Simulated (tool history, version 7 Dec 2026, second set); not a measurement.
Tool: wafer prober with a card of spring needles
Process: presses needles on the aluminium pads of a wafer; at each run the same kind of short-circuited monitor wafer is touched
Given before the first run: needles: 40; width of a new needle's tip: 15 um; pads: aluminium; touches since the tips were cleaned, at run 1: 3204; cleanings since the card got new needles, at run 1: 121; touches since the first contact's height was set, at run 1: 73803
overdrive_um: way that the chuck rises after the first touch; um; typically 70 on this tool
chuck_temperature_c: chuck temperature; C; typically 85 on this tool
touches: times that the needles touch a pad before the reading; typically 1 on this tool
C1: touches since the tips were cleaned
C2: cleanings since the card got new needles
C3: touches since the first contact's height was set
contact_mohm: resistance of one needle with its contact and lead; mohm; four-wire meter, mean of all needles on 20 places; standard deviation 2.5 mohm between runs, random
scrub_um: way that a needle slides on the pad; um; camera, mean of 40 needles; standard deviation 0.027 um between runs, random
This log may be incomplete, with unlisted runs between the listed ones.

Run 1, hour 0.0: usual settings; C1 3204; C2 121; C3 73803. Result: contact_mohm 315 mohm, scrub_um 9.28 um.
At hour 1.3: tips cleaned on abrasive film.
At hour 6.0: tips cleaned on abrasive film.
At hour 11.8: tips cleaned on abrasive film.
At hour 17.7: tips cleaned on abrasive film.
At hour 22.4: tips cleaned on abrasive film.
At hour 27.1: tips cleaned on abrasive film.
Run 2, hour 27.1: usual settings but chuck_temperature_c 60 C; C1 0; C2 127; C3 92728. Result: contact_mohm 278 mohm, scrub_um 9.25 um.
At hour 31.8: tips cleaned on abrasive film.
At hour 36.5: tips cleaned on abrasive film.
At hour 41.2: tips cleaned on abrasive film.
At hour 45.9: tips cleaned on abrasive film.
Run 3, hour 48.0: usual settings but chuck_temperature_c 60 C; C1 1477; C2 131; C3 107350. Result: contact_mohm 301 mohm, scrub_um 9.25 um.
At hour 51.6: tips cleaned on abrasive film.
At hour 56.3: tips cleaned on abrasive film.
At hour 61.0: tips cleaned on abrasive film.
At hour 66.8: tips cleaned on abrasive film.
At hour 71.5: tips cleaned on abrasive film.
At hour 77.4: tips cleaned on abrasive film.
At hour 77.7: height of the first contact set anew.
At hour 83.5: tips cleaned on abrasive film.
Run 4, hour 86.2: usual settings but chuck_temperature_c 60 C; C1 1942; C2 138; C3 6046. Result: contact_mohm 306 mohm, scrub_um 9.42 um.
At hour 88.6: tips cleaned on abrasive film.
At hour 94.5: tips cleaned on abrasive film.
At hour 99.2: tips cleaned on abrasive film.
At hour 105.0: tips cleaned on abrasive film.
Run 5, hour 108.4: usual settings but chuck_temperature_c 60 C; C1 2389; C2 142; C3 21570. Result: contact_mohm 311 mohm, scrub_um 9.38 um.
At hour 110.8: tips cleaned on abrasive film.
At hour 115.5: tips cleaned on abrasive film.
At hour 120.2: tips cleaned on abrasive film.
At hour 126.0: tips cleaned on abrasive film.
Run 6, hour 129.3: usual settings but chuck_temperature_c 60 C; C1 2345; C2 146; C3 36229. Result: contact_mohm 306 mohm, scrub_um 9.36 um.
At hour 131.7: tips cleaned on abrasive film.
At hour 137.6: tips cleaned on abrasive film.
At hour 142.3: tips cleaned on abrasive film.
At hour 148.1: tips cleaned on abrasive film.
At hour 152.8: tips cleaned on abrasive film.
At hour 158.7: tips cleaned on abrasive film.
At hour 164.5: tips cleaned on abrasive film.
At hour 169.5: tips cleaned on abrasive film.
Run 7, hour 169.5: usual settings but chuck_temperature_c 60 C; C1 0; C2 154; C3 64316. Result: contact_mohm 278 mohm, scrub_um 9.31 um.
At hour 175.3: tips cleaned on abrasive film.
At hour 180.0: tips cleaned on abrasive film.
At hour 184.7: tips cleaned on abrasive film.
At hour 190.6: tips cleaned on abrasive film.
At hour 195.3: tips cleaned on abrasive film.
At hour 200.0: tips cleaned on abrasive film.
At hour 204.7: tips cleaned on abrasive film.
At hour 210.5: tips cleaned on abrasive film.
Run 8, hour 210.5: usual settings but chuck_temperature_c 60 C; C1 0; C2 162; C3 93019. Result: contact_mohm 281 mohm, scrub_um 9.23 um.
At hour 215.2: tips cleaned on abrasive film.
At hour 219.9: tips cleaned on abrasive film.
At hour 225.7: tips cleaned on abrasive film.
At hour 230.4: tips cleaned on abrasive film.
At hour 236.3: tips cleaned on abrasive film.
Run 9, hour 237.7: usual settings but chuck_temperature_c 60 C; C1 999; C2 167; C3 112078. Result: contact_mohm 297 mohm, scrub_um 9.24 um.
At hour 241.2: tips cleaned on abrasive film.
At hour 245.9: tips cleaned on abrasive film.
At hour 251.8: tips cleaned on abrasive film.
At hour 257.7: tips cleaned on abrasive film.
At hour 260.3: height of the first contact set anew.
Run 10, hour 261.4: usual settings but overdrive_um 52 um, chuck_temperature_c 67 C; C1 2440; C2 171; C3 799. Result: contact_mohm 339 mohm, scrub_um 7.01 um.
At hour 263.8: tips cleaned on abrasive film.
At hour 268.5: tips cleaned on abrasive film.
At hour 273.2: tips cleaned on abrasive film.
At hour 279.0: tips cleaned on abrasive film.
At hour 283.7: tips cleaned on abrasive film.
At hour 289.6: tips cleaned on abrasive film.
Run 11, hour 292.3: usual settings but touches 2; C1 1919; C2 177; C3 22420. Result: contact_mohm 302 mohm, scrub_um 9.36 um.
At hour 294.7: tips cleaned on abrasive film.
At hour 299.4: tips cleaned on abrasive film.
At hour 305.2: tips cleaned on abrasive film.
At hour 309.9: tips cleaned on abrasive film.
At hour 315.8: tips cleaned on abrasive film.
At hour 320.5: tips cleaned on abrasive film.
Run 12, hour 323.3: usual settings but touches 3; C1 2003; C2 183; C3 44125. Result: contact_mohm 301 mohm, scrub_um 9.34 um.
At hour 325.7: tips cleaned on abrasive film.
At hour 330.4: tips cleaned on abrasive film.
At hour 335.1: tips cleaned on abrasive film.
At hour 339.8: tips cleaned on abrasive film.
Run 13, hour 342.5: usual settings but chuck_temperature_c 95 C; C1 1921; C2 187; C3 57538. Result: contact_mohm 319 mohm, scrub_um 9.30 um.

Forecast each of these 5 alternatives for the next run:
At hour 344.9: tips cleaned on abrasive film.
At hour 349.6: tips cleaned on abrasive film.
At hour 355.4: tips cleaned on abrasive film.
At hour 360.1: tips cleaned on abrasive film.
At hour 366.0: tips cleaned on abrasive film.
Run A, hour 369.4: usual settings but overdrive_um 79 um, chuck_temperature_c 66 C, touches 2; C1 2481; C2 192; C3 76436. Result: contact_mohm ?, scrub_um ?.
At hour 344.9: tips cleaned on abrasive film.
At hour 349.6: tips cleaned on abrasive film.
At hour 355.4: tips cleaned on abrasive film.
At hour 360.1: tips cleaned on abrasive film.
At hour 366.0: tips cleaned on abrasive film.
Run B, hour 369.4: usual settings but overdrive_um 80 um, chuck_temperature_c 27 C; C1 2481; C2 192; C3 76436. Result: contact_mohm ?, scrub_um ?.
At hour 344.9: tips cleaned on abrasive film.
At hour 349.6: tips cleaned on abrasive film.
At hour 355.4: tips cleaned on abrasive film.
At hour 360.1: tips cleaned on abrasive film.
At hour 366.0: tips cleaned on abrasive film.
Run C, hour 369.4: usual settings but chuck_temperature_c 65 C; C1 2481; C2 192; C3 76436. Result: contact_mohm ?, scrub_um ?.
At hour 344.9: tips cleaned on abrasive film.
At hour 349.6: tips cleaned on abrasive film.
At hour 355.4: tips cleaned on abrasive film.
At hour 360.1: tips cleaned on abrasive film.
At hour 366.0: tips cleaned on abrasive film.
Run D, hour 369.4: usual settings but overdrive_um 53 um, chuck_temperature_c 38 C; C1 2481; C2 192; C3 76436. Result: contact_mohm ?, scrub_um ?.
At hour 344.9: tips cleaned on abrasive film.
At hour 349.6: tips cleaned on abrasive film.
At hour 355.4: tips cleaned on abrasive film.
At hour 360.1: tips cleaned on abrasive film.
At hour 366.0: tips cleaned on abrasive film.
Run E, hour 369.4: usual settings but overdrive_um 69 um, chuck_temperature_c 119 C; C1 2481; C2 192; C3 76436. Result: contact_mohm ?, scrub_um ?.

run  contact_mohm  scrub_um
  A           292     10.45
  B           294     10.65
  C           313      9.30
  D           333      7.04
  E           329      9.18
What these runs would have given with no unlogged condition in the tool:
run  contact_mohm  scrub_um
  A           276     10.56
  B           268     10.76
  C           281      9.41
  D           278      7.15
  E           299      9.29
